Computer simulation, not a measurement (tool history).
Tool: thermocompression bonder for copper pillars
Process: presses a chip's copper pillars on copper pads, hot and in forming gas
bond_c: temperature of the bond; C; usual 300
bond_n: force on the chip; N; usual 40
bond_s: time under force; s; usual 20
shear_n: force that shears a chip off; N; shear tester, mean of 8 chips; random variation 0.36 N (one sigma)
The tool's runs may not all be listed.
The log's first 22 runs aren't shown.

run,day,bond_c,bond_n,bond_s,shear_n
23,9.412,302,49,20,48.6
24,9.796,302,52,11,41.6
25,10.300,302,52,11,41.2
26,10.883,302,32,56,44.5
27,11.304,291,40,47,47.7
28,11.817,282,26,20,18.6
29,12.425,282,26,20,19.0
30,12.883,274,28,13,15.5
31,13.392,303,49,14,42.4

4 ways to go on from here, each from the tool as it stands after run 31. What would each give?
A,13.992,286,59,14,?
B,13.992,292,42,12,?
C,13.992,291,40,20,?
D,13.992,314,40,11,?

run,shear_n
A,45.6
B,30.2
C,34.7
D,34.3
Without the tool's hidden state the same runs would have given:
run,shear_n
A,48.1
B,31.6
C,36.4
D,36.2
